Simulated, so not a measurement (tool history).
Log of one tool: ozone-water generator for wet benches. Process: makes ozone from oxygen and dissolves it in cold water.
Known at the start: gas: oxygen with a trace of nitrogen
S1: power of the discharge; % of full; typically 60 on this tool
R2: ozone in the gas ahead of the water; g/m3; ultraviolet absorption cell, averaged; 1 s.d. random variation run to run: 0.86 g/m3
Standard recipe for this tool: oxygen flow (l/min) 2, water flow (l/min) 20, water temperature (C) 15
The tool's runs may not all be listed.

Run 1, day 0: usual settings. Result: dissolved ozone (ppm) 7.48, R2 138.6 g/m3.
Run 2, day 3.762: usual settings. Result: dissolved ozone (ppm) 7.34, R2 137.9 g/m3.
Run 3, day 9.854: usual settings. Result: dissolved ozone (ppm) 7.35, R2 137.7 g/m3.
Run 4, day 12.538: usual settings but oxygen flow (l/min) 1.2. Result: dissolved ozone (ppm) 5.91, R2 162.8 g/m3.
Run 5, day 17.612: usual settings but oxygen flow (l/min) 1.2. Result: dissolved ozone (ppm) 5.8, R2 164.8 g/m3.
Run 6, day 21.167: usual settings but oxygen flow (l/min) 3.43. Result: dissolved ozone (ppm) 9.04, R2 115.9 g/m3.
Run 7, day 26.679: usual settings but S1 41 % of full. Result: dissolved ozone (ppm) 5.92, R2 109.7 g/m3.
Run 8, day 32.683: usual settings. Result: dissolved ozone (ppm) 7.3, R2 137.7 g/m3.
Run 9, day 36.9: usual settings. Result: dissolved ozone (ppm) 7.28, R2 136.7 g/m3.
Run 10, day 42.954: usual settings. Result: dissolved ozone (ppm) 7.27, R2 137.3 g/m3.
Run 11, day 47.746: usual settings but S1 94 % of full. Result: dissolved ozone (ppm) 9.41, R2 177.1 g/m3.
Run 12, day 50.183: usual settings but S1 86 % of full. Result: dissolved ozone (ppm) 8.86, R2 168.3 g/m3.
Run 13, day 53.533: usual settings. Result: dissolved ozone (ppm) 7.23, R2 136.1 g/m3.
Run 14, day 56.571: usual settings. Result: dissolved ozone (ppm) 7.07, R2 136.1 g/m3.
At day 58.858: contactor cleaned.
Run 15, day 61.479: usual settings. Result: dissolved ozone (ppm) 7.04, R2 138 g/m3.
At day 63.271: water thermometer calibrated.
Run 16, day 67.154: usual settings. Result: dissolved ozone (ppm) 6.91, R2 135.8 g/m3.
Run 17, day 72.712: usual settings. Result: dissolved ozone (ppm) 6.93, R2 135.4 g/m3.
Run 18, day 78.725: usual settings but S1 81 % of full, water flow (l/min) 13, water temperature (C) 20. Result: dissolved ozone (ppm) 12.02, R2 159.5 g/m3.
Run 19, day 84.771: usual settings but S1 93 % of full, oxygen flow (l/min) 1.68, water temperature (C) 9. Result: dissolved ozone (ppm) 8.42, R2 185.6 g/m3.
Run 20, day 87.912: usual settings but S1 45 % of full, oxygen flow (l/min) 3.07, water flow (l/min) 16, water temperature (C) 12. Result: dissolved ozone (ppm) 8.78, R2 98.8 g/m3.
At day 88.821: contactor cleaned, once more.
Run 21, day 91.962: usual settings but S1 46 % of full, oxygen flow (l/min) 1.89, water flow (l/min) 16, water temperature (C) 16. Result: dissolved ozone (ppm) 7.74, R2 117.2 g/m3.
Run 22, day 96.767: usual settings but S1 78 % of full, oxygen flow (l/min) 1.78. Result: dissolved ozone (ppm) 8.15, R2 163.2 g/m3.
Run 23, day 101.288: usual settings but S1 66 % of full, oxygen flow (l/min) 1.78, water flow (l/min) 19. Result: dissolved ozone (ppm) 7.75, R2 147.5 g/m3.

For run 24, what comes out?
Run 24, day 104.504: usual settings but S1 63 % of full, oxygen flow (l/min) 2.17. Result: dissolved ozone (ppm) ?, R2 ?.

{"run 24": {"dissolved ozone (ppm)": 7.87, "R2": 133.2}}
Minus the tool's unlogged condition, the same run would have read dissolved ozone (ppm) 8.73, R2 146.6 g/m3.

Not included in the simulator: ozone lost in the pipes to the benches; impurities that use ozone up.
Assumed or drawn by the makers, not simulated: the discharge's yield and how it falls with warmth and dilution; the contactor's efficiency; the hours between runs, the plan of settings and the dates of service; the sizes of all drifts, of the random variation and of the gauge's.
